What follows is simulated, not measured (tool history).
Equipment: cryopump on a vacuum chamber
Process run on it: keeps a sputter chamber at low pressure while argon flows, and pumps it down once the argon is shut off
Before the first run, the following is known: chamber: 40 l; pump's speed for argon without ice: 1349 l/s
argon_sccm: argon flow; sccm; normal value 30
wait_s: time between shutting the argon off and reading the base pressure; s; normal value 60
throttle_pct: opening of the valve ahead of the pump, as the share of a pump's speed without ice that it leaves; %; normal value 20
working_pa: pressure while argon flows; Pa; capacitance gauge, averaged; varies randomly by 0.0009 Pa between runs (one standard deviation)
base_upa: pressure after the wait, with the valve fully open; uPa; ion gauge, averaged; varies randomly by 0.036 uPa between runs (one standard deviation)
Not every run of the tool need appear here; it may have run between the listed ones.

| run | hour | argon_sccm | wait_s | throttle_pct | working_pa | base_upa |
|---|---|---|---|---|---|---|
| 1 | 0.0 | 30 | 60 | 20 | 0.1885 | 4.72 |
| 2 | 26.6 | 30 | 60 | 20 | 0.1873 | 4.80 |
| 3 | 44.8 | 30 | 60 | 20 | 0.1873 | 4.83 |
| 4 | 67.3 | 30 | 60 | 20 | 0.1891 | 4.98 |
| 5 | 90.4 | 30 | 60 | 20 | 0.1901 | 4.92 |
| 6 | 120.5 | 30 | 60 | 20 | 0.1914 | 5.06 |
| 7 | 143.3 | 30 | 90 | 20 | 0.1918 | 4.49 |
| 8 | 171.6 | 30 | 90 | 20 | 0.1916 | 4.62 |
|  | 200.4 | leaking fittings of the chamber tightened, without venting |
| 9 | 206.2 | 30 | 90 | 20 | 0.1922 | 1.43 |
| 10 | 226.9 | 30 | 90 | 20 | 0.1933 | 1.51 |
| 11 | 256.9 | 30 | 90 | 20 | 0.1921 | 1.47 |
| 12 | 276.4 | 30 | 90 | 20 | 0.1944 | 1.47 |
| 13 | 295.5 | 30 | 90 | 20 | 0.1955 | 1.49 |
| 14 | 324.8 | 30 | 90 | 20 | 0.1951 | 1.61 |
| 15 | 353.1 | 30 | 90 | 20 | 0.1955 | 1.64 |
| 16 | 387.9 | 30 | 90 | 20 | 0.1974 | 1.66 |
| 17 | 418.6 | 30 | 60 | 17 | 0.2290 | 2.27 |
| 18 | 458.9 | 49 | 212 | 42 | 0.1630 | 1.09 |
| 19 | 479.6 | 49 | 212 | 42 | 0.1644 | 1.16 |
| 20 | 506.8 | 23 | 60 | 25 | 0.1247 | 2.41 |
| 21 | 539.6 | 30 | 41 | 20 | 0.2012 | 3.24 |
| 22 | 574.1 | 24 | 119 | 46 | 0.0771 | 1.66 |
| 23 | 608.3 | 24 | 119 | 46 | 0.0777 | 1.65 |
| 24 | 641.9 | 24 | 119 | 46 | 0.0776 | 1.77 |
| 25 | 674.0 | 24 | 119 | 46 | 0.0792 | 1.80 |
| 26 | 709.2 | 50 | 137 | 23 | 0.3070 | 1.81 |
| 27 | 735.8 | 16 | 137 | 23 | 0.0989 | 1.80 |
| 28 | 758.8 | 16 | 137 | 23 | 0.0975 | 1.90 |
|  | 776.5 | pump warmed up, emptied and cooled again |
| 29 | 804.8 | 30 | 60 | 32 | 0.1185 | 2.50 |
| 30 | 828.1 | 30 | 59 | 42 | 0.0899 | 2.60 |
| 31 | 852.7 | 45 | 60 | 30 | 0.1893 | 2.61 |
| 32 | 881.1 | 30 | 141 | 25 | 0.1533 | 1.57 |
| 33 | 905.0 | 30 | 141 | 25 | 0.1554 | 1.65 |
| 34 | 925.5 | 30 | 144 | 54 | 0.0722 | 1.59 |

Branching from run 34: 3 alternative next runs. What would each branch give?
| A | 942.4 | 53 | 265 | 22 | ? | ? |
| B | 942.4 | 37 | 63 | 19 | ? | ? |
| C | 942.4 | 30 | 154 | 54 | ? | ? |

| run | working_pa | base_upa |
|---|---|---|
| A | 0.3086 | 1.39 |
| B | 0.2499 | 2.65 |
| C | 0.0729 | 1.58 |
Stripped of hidden state, with their random variation kept, the same runs would have yielded:
| run | working_pa | base_upa |
|---|---|---|
| A | 0.3019 | 0.65 |
| B | 0.2451 | 1.93 |
| C | 0.0690 | 0.89 |

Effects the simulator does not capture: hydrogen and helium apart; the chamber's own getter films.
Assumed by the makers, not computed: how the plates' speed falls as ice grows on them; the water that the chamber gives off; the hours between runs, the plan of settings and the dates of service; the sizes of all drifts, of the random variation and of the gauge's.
